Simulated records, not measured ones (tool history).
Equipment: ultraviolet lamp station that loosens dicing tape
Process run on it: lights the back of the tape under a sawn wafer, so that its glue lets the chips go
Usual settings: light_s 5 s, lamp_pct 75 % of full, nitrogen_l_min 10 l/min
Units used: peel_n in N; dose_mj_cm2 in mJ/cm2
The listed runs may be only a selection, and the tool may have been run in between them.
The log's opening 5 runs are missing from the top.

run   hour  light_s  lamp_pct  nitrogen_l_min  peel_n  dose_mj_cm2
  6  118.6        5        75               5   0.814          403
  7  159.8        5        87              10   0.332          466
  8  181.7        5        87              10   0.333          463
  9  202.4        5        95              10   0.284          509
 10  242.4        5        86              10   0.345          458
 11  276.4        5        86              10    0.34          453
 12  305.2        5        72              10   0.576          376
 13  326.2        5        72              10   0.563          375
 14    362        4        75              10   0.938          309
 15  401.6        5        75              17    0.37          389
 16  431.8        6        65               8   0.562          403
 17  449.7        5        91               5   0.558          465
 18    489       10        83              19   0.129          841
 19  514.1        9        94              10    0.14          871

What will run 20 give?
 20  533.1        9        94              10       ?            ?

{"run 20": {"peel_n": 0.139, "dose_mj_cm2": 863}}
With no hidden state in the tool, this same run would have given peel_n 0.134 N, dose_mj_cm2 1031 mJ/cm2.
